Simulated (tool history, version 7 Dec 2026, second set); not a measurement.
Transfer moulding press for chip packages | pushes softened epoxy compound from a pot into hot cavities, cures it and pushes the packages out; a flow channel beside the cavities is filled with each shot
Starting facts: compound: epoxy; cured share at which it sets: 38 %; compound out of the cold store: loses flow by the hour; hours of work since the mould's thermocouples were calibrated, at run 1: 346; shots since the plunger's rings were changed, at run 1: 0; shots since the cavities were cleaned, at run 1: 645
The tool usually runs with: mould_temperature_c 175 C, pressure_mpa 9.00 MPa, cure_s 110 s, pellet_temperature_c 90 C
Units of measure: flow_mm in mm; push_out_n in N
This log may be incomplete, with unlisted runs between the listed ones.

run	hour	mould_temperature_c	pressure_mpa	cure_s	pellet_temperature_c	hours of work since the mould's thermocouples were calibrated	shots since the plunger's rings were changed	shots since the cavities were cleaned	incoming compound's hours out of the cold store	flow_mm	push_out_n
1	0.0	175	9.00	110	90	346	0	645	41.6	817	306
2	30.8	175	9.00	110	90	365	341	986	43.6	812	322
# hour 46.9: cavities cleaned with cleaning compound and waxed
3	61.2	175	9.16	110	90	383	661	159	10.4	939	237
4	85.7	175	9.16	110	90	398	932	430	8.9	945	300
5	113.0	175	9.16	110	90	415	1234	732	40.5	819	310
6	130.7	175	9.00	112	90	425	1430	928	25.3	858	332
# hour 149.7: cavities cleaned with cleaning compound and waxed
7	163.8	170	9.00	117	84	445	1780	156	20.5	901	251
8	199.3	175	9.00	110	99	467	2173	549	12.0	900	293
9	221.0	175	9.29	110	85	480	2414	790	36.1	827	316
10	245.0	175	9.29	143	92	495	2679	1055	17.1	899	327
# hour 253.3: cavities cleaned with cleaning compound and waxed
11	284.9	175	7.85	143	92	518	3104	349	22.3	793	266
12	311.9	172	9.78	98	85	535	3403	648	19.0	915	378

The logged runs with the hidden state left out (each run's random variation unchanged):
Hidden conditions of the tool in this case: true mould temperature over the reading, C; pressure that reaches the compound, % of what is set; grip of the stained cavities, % over clean ones'; drift of the gauge itself on flow_mm, %; drift of the gauge itself on push_out_n, %.
run	flow_mm	push_out_n
1	821	203
2	820	197
3	951	201
4	959	214
5	834	198
6	876	209
7	923	218
8	927	201
9	853	202
10	931	197
11	825	194
12	955	263
